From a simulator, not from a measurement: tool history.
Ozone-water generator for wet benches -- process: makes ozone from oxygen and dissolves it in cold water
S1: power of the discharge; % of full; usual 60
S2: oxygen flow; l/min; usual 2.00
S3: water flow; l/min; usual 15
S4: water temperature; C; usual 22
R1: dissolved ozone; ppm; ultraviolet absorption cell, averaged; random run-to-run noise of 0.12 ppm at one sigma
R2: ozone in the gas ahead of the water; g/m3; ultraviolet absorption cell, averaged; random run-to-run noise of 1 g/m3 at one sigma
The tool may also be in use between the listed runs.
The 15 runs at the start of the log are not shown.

| run | hour | S1 | S2 | S3 | S4 | R1 | R2 |
|---|---|---|---|---|---|---|---|
| 16 | 916.1 | 60 | 2.00 | 15 | 22 | 9.8 | 168.3 |
| 17 | 976.1 | 99 | 1.50 | 13 | 17 | 14.5 | 252.2 |
|  | 1030.3 | gauge calibrated |
| 18 | 1058.1 | 83 | 1.87 | 15 | 27 | 11.2 | 215.8 |
| 19 | 1120.8 | 83 | 2.65 | 10 | 30 | 16.2 | 191.0 |
| 20 | 1169.8 | 83 | 1.83 | 10 | 21 | 17.1 | 215.2 |
| 21 | 1212.6 | 47 | 2.00 | 15 | 22 | 8.4 | 149.7 |
| 22 | 1267.7 | 58 | 2.00 | 15 | 22 | 9.7 | 167.8 |
| 23 | 1335.9 | 58 | 2.00 | 15 | 22 | 9.7 | 167.8 |
| 24 | 1383.7 | 44 | 1.48 | 23 | 16 | 4.6 | 157.5 |
| 25 | 1456.1 | 53 | 1.48 | 12 | 16 | 10.9 | 176.5 |
| 26 | 1537.0 | 60 | 2.00 | 10 | 22 | 14.1 | 172.3 |
| 27 | 1608.5 | 60 | 2.00 | 10 | 22 | 14.5 | 169.7 |
| 28 | 1680.9 | 60 | 2.00 | 10 | 22 | 14.2 | 169.5 |
| 29 | 1750.2 | 60 | 3.35 | 15 | 18 | 11.7 | 142.6 |
| 30 | 1833.2 | 98 | 1.52 | 15 | 18 | 12.5 | 249.8 |
| 31 | 1882.7 | 98 | 1.52 | 15 | 18 | 12.2 | 252.0 |
| 32 | 1948.9 | 98 | 1.52 | 15 | 18 | 12.3 | 249.9 |

Below are 5 alternative next runs, each starting from the tool's condition after run 32. Predict each:
| A | 1993.5 | 98 | 1.52 | 15 | 27 | ? | ? |
| B | 1993.5 | 51 | 3.30 | 18 | 18 | ? | ? |
| C | 1993.5 | 60 | 2.00 | 13 | 22 | ? | ? |
| D | 1993.5 | 60 | 2.02 | 15 | 22 | ? | ? |
| E | 1993.5 | 75 | 2.00 | 18 | 22 | ? | ? |

| run | R1 | R2 |
|---|---|---|
| A | 11.3 | 250.3 |
| B | 9.2 | 130.2 |
| C | 11.2 | 168.0 |
| D | 10.0 | 167.9 |
| E | 9.5 | 192.2 |
With the hidden condition removed and each run's random variation left untouched, the same runs would have given:
| run | R1 | R2 |
|---|---|---|
| A | 11.4 | 257.7 |
| B | 9.2 | 134.0 |
| C | 11.2 | 172.9 |
| D | 10.0 | 172.9 |
| E | 9.5 | 197.8 |

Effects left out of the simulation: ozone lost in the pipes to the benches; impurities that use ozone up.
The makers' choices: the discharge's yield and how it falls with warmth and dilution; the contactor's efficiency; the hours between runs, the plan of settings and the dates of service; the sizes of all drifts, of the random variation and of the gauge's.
